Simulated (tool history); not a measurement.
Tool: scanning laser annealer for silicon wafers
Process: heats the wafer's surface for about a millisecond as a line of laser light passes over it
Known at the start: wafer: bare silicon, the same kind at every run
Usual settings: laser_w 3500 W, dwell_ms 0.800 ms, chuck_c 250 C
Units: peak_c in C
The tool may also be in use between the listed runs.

run 1 hour=0.0 | laser_w=3500 dwell_ms=0.800 chuck_c=250 | peak_c=1057
run 2 hour=13.0 | laser_w=3500 dwell_ms=0.800 chuck_c=250 | peak_c=1057
run 3 hour=31.6 | laser_w=3500 dwell_ms=0.800 chuck_c=250 | peak_c=1052
run 4 hour=50.6 | laser_w=3500 dwell_ms=0.800 chuck_c=250 | peak_c=1051
run 5 hour=70.1 | laser_w=3500 dwell_ms=0.800 chuck_c=250 | peak_c=1053
run 6 hour=82.3 | laser_w=3500 dwell_ms=0.604 chuck_c=250 | peak_c=956
run 7 hour=99.8 | laser_w=3500 dwell_ms=0.604 chuck_c=250 | peak_c=957
run 8 hour=122.9 | laser_w=3500 dwell_ms=0.800 chuck_c=223 | peak_c=1029
run 9 hour=140.4 | laser_w=3500 dwell_ms=0.800 chuck_c=223 | peak_c=1026
run 10 hour=150.7 | laser_w=3500 dwell_ms=0.800 chuck_c=223 | peak_c=1022
run 11 hour=168.8 | laser_w=3500 dwell_ms=0.800 chuck_c=223 | peak_c=1021
-- hour=173.1 laser's power meter calibrated
run 12 hour=182.1 | laser_w=3500 dwell_ms=0.800 chuck_c=250 | peak_c=1052
run 13 hour=196.4 | laser_w=3815 dwell_ms=0.800 chuck_c=250 | peak_c=1130
-- hour=208.8 laser's power meter calibrated, once more
run 14 hour=218.5 | laser_w=3276 dwell_ms=0.731 chuck_c=250 | peak_c=964
run 15 hour=241.3 | laser_w=3276 dwell_ms=0.731 chuck_c=250 | peak_c=962
run 16 hour=260.5 | laser_w=3276 dwell_ms=0.731 chuck_c=250 | peak_c=967
run 17 hour=281.7 | laser_w=3579 dwell_ms=0.731 chuck_c=250 | peak_c=1031
run 18 hour=303.3 | laser_w=3330 dwell_ms=0.823 chuck_c=242 | peak_c=1006
run 19 hour=324.4 | laser_w=3731 dwell_ms=0.800 chuck_c=216 | peak_c=1070
run 20 hour=347.4 | laser_w=3500 dwell_ms=0.758 chuck_c=218 | peak_c=997
run 21 hour=359.2 | laser_w=3149 dwell_ms=0.738 chuck_c=275 | peak_c=961
run 22 hour=370.1 | laser_w=3127 dwell_ms=0.982 chuck_c=269 | peak_c=1041
run 23 hour=385.4 | laser_w=3127 dwell_ms=0.982 chuck_c=269 | peak_c=1043
run 24 hour=408.6 | laser_w=3445 dwell_ms=0.982 chuck_c=269 | peak_c=1127
-- hour=412.4 window over the wafer cleaned
run 25 hour=426.4 | laser_w=3240 dwell_ms=0.884 chuck_c=266 | peak_c=1051
run 26 hour=446.4 | laser_w=3708 dwell_ms=0.884 chuck_c=224 | peak_c=1133

3 ways to go on from here, each from the tool as it stands after run 26. What would each give?
run A hour=456.2 | laser_w=3059 dwell_ms=0.800 chuck_c=241 | peak_c=?
run B hour=456.2 | laser_w=3035 dwell_ms=0.694 chuck_c=213 | peak_c=?
run C hour=456.2 | laser_w=3708 dwell_ms=0.581 chuck_c=238 | peak_c=?

run=A peak_c=946
run=B peak_c=865
run=C peak_c=990
Without the tool's hidden state the same runs would have given:
run=A peak_c=952
run=B peak_c=871
run=C peak_c=996
